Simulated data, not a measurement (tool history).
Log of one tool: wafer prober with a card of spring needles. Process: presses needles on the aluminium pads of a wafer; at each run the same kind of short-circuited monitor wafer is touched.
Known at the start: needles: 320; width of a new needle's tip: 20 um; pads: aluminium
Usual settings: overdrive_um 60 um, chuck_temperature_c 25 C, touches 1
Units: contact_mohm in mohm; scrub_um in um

| run | hour | overdrive_um | chuck_temperature_c | touches | contact_mohm | scrub_um |
|---|---|---|---|---|---|---|
| 1 | 0.0 | 60 | 25 | 1 | 167 | 12.26 |
| 2 | 15.5 | 60 | 25 | 1 | 195 | 12.31 |
| 3 | 27.9 | 60 | 25 | 1 | 209 | 12.22 |
|  | 33.5 | tips cleaned on abrasive film |
| 4 | 43.2 | 60 | 25 | 1 | 182 | 12.24 |
| 5 | 59.0 | 60 | 25 | 1 | 202 | 12.22 |
| 6 | 71.3 | 60 | 25 | 1 | 212 | 12.26 |
|  | 73.9 | tips cleaned on abrasive film |
| 7 | 85.0 | 60 | 25 | 1 | 179 | 12.25 |
| 8 | 98.8 | 60 | 25 | 3 | 162 | 12.25 |
| 9 | 112.2 | 60 | 25 | 3 | 167 | 12.22 |
|  | 114.4 | tips cleaned on abrasive film |
| 10 | 122.5 | 60 | 25 | 3 | 149 | 12.18 |
| 11 | 129.7 | 60 | 25 | 3 | 160 | 12.20 |
| 12 | 138.8 | 60 | 25 | 1 | 203 | 12.20 |
| 13 | 149.2 | 60 | 25 | 1 | 209 | 12.25 |
|  | 154.3 | tips cleaned on abrasive film |
| 14 | 161.8 | 60 | 25 | 1 | 172 | 12.20 |
| 15 | 174.5 | 60 | 25 | 1 | 197 | 12.21 |
|  | 175.5 | height of the first contact set anew |
| 16 | 186.8 | 41 | 101 | 3 | 214 | 8.24 |
|  | 195.1 | tips cleaned on abrasive film |
| 17 | 199.3 | 63 | 30 | 2 | 149 | 12.82 |
| 18 | 207.9 | 60 | 40 | 1 | 188 | 12.13 |
|  | 211.7 | height of the first contact set anew, once more |
| 19 | 223.0 | 60 | 40 | 1 | 204 | 12.39 |
|  | 235.3 | tips cleaned on abrasive film |
| 20 | 236.1 | 60 | 34 | 1 | 151 | 12.39 |
| 21 | 248.8 | 60 | 77 | 2 | 168 | 12.40 |
| 22 | 262.5 | 60 | 77 | 2 | 183 | 12.39 |
| 23 | 274.3 | 55 | 77 | 1 | 227 | 11.37 |
|  | 275.4 | tips cleaned on abrasive film |
| 24 | 281.9 | 67 | 77 | 1 | 169 | 13.82 |

Forecast each of these 5 alternatives for the next run:
| A | 293.6 | 56 | 87 | 2 | ? | ? |
| B | 293.6 | 60 | 86 | 2 | ? | ? |
| C | 293.6 | 56 | 30 | 1 | ? | ? |
| D | 293.6 | 73 | 33 | 1 | ? | ? |
| E | 293.6 | 44 | 95 | 2 | ? | ? |

| run | contact_mohm | scrub_um |
|---|---|---|
| A | 186 | 11.57 |
| B | 180 | 12.38 |
| C | 200 | 11.55 |
| D | 176 | 15.06 |
| E | 215 | 9.06 |
Without the tool's hidden state the same runs would have given:
| run | contact_mohm | scrub_um |
|---|---|---|
| A | 152 | 11.61 |
| B | 150 | 12.42 |
| C | 139 | 11.60 |
| D | 138 | 15.11 |
| E | 162 | 9.10 |
